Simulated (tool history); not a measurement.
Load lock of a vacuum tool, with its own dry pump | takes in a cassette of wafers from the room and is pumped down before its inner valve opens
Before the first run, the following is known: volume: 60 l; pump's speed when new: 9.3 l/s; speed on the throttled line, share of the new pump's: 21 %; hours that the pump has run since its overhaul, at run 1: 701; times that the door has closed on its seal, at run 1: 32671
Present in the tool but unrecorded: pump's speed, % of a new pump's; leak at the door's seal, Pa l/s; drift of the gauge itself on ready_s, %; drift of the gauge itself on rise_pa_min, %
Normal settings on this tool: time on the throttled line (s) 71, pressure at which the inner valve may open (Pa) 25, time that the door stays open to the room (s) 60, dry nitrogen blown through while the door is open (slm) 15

| run | hour | time on the throttled line (s) | pressure at which the inner valve may open (Pa) | time that the door stays open to the room (s) | dry nitrogen blown through while the door is open (slm) | hours that the pump has run since its overhaul | times that the door has closed on its seal | incoming humidity of the room's air, % | time from the closed door until the inner valve may open (s) | rise of the pressure with all valves shut (Pa/min) |
|---|---|---|---|---|---|---|---|---|---|---|
| 1 | 0 | 71 | 25 | 60 | 15 | 701 | 32671 | 44.4 | 110.5 | 0.465 |
| 2 | 105.6 | 71 | 25 | 234 | 15 | 807 | 33118 | 46.2 | 109.5 | 0.535 |
| 3 | 228.9 | 71 | 25 | 234 | 15 | 930 | 33640 | 46.7 | 110.4 | 0.55 |
|  | 352.7 | door's seal changed, seat wiped |
| 4 | 432.9 | 71 | 25 | 234 | 15 | 1132 | 339 | 43.5 | 110.1 | 0.088 |
| 5 | 567.2 | 71 | 25 | 60 | 26 | 1267 | 908 | 44.2 | 110.4 | 0.029 |
| 6 | 770.6 | 71 | 25 | 60 | 26 | 1470 | 1769 | 47.9 | 110.8 | 0.03 |
| 7 | 888 | 71 | 25 | 60 | 26 | 1588 | 2266 | 47.7 | 110.3 | 0.038 |
| 8 | 1068.1 | 71 | 25 | 60 | 26 | 1768 | 3029 | 45.4 | 109.4 | 0.041 |
| 9 | 1190.2 | 71 | 25 | 60 | 26 | 1890 | 3546 | 51.2 | 110.2 | 0.053 |
| 10 | 1334 | 71 | 25 | 60 | 15 | 2034 | 4154 | 41.9 | 110.8 | 0.059 |
| 11 | 1486.5 | 71 | 45 | 60 | 15 | 2186 | 4800 | 46.3 | 107.3 | 0.063 |
| 12 | 1600.3 | 71 | 45 | 60 | 15 | 2300 | 5282 | 43.2 | 106.7 | 0.064 |
| 13 | 1717.1 | 71 | 25 | 60 | 7 | 2417 | 5777 | 43.6 | 110.8 | 0.084 |
| 14 | 1903.1 | 68 | 25 | 64 | 15 | 2603 | 6564 | 44.9 | 108.8 | 0.079 |
| 15 | 1990.2 | 108 | 43 | 78 | 8 | 2690 | 6933 | 41.9 | 136.3 | 0.099 |
| 16 | 2172.4 | 111 | 35 | 35 | 15 | 2872 | 7704 | 44.4 | 138.9 | 0.074 |
| 17 | 2257 | 71 | 25 | 60 | 5 | 2957 | 8063 | 42.7 | 110.9 | 0.107 |
| 18 | 2461.4 | 71 | 25 | 60 | 5 | 3161 | 8928 | 39.6 | 110.4 | 0.114 |
| 19 | 2618.7 | 71 | 25 | 60 | 5 | 3318 | 9594 | 44.9 | 111 | 0.125 |
| 20 | 2792.2 | 71 | 25 | 27 | 7 | 3492 | 10328 | 48.3 | 112 | 0.105 |
| 21 | 2946 | 69 | 25 | 27 | 7 | 3646 | 10980 | 43.9 | 110.4 | 0.117 |
| 22 | 3066.8 | 69 | 25 | 27 | 7 | 3766 | 11491 | 46.6 | 109.9 | 0.125 |
| 23 | 3265.7 | 69 | 25 | 37 | 15 | 3965 | 12333 | 43.9 | 110 | 0.127 |
| 24 | 3447.7 | 69 | 25 | 37 | 15 | 4147 | 13104 | 42.3 | 110.2 | 0.14 |

Here are 3 independent what-if runs from the current tool condition. What would each one return?
| A | 3533.7 | 71 | 33 | 60 | 17 | 4233 | 13468 | 42.4 | ? | ? |
| B | 3533.7 | 71 | 24 | 91 | 15 | 4233 | 13468 | 46.7 | ? | ? |
| C | 3533.7 | 99 | 25 | 30 | 15 | 4233 | 13468 | 44.6 | ? | ? |

| run | time from the closed door until the inner valve may open (s) | rise of the pressure with all valves shut (Pa/min) |
|---|---|---|
| A | 109.8 | 0.153 |
| B | 112.4 | 0.171 |
| C | 132.8 | 0.141 |
Had the tool no hidden state, the same runs would have come out as:
| run | time from the closed door until the inner valve may open (s) | rise of the pressure with all valves shut (Pa/min) |
|---|---|---|
| A | 108.2 | 0.029 |
| B | 110.7 | 0.047 |
| C | 131.4 | 0.02 |

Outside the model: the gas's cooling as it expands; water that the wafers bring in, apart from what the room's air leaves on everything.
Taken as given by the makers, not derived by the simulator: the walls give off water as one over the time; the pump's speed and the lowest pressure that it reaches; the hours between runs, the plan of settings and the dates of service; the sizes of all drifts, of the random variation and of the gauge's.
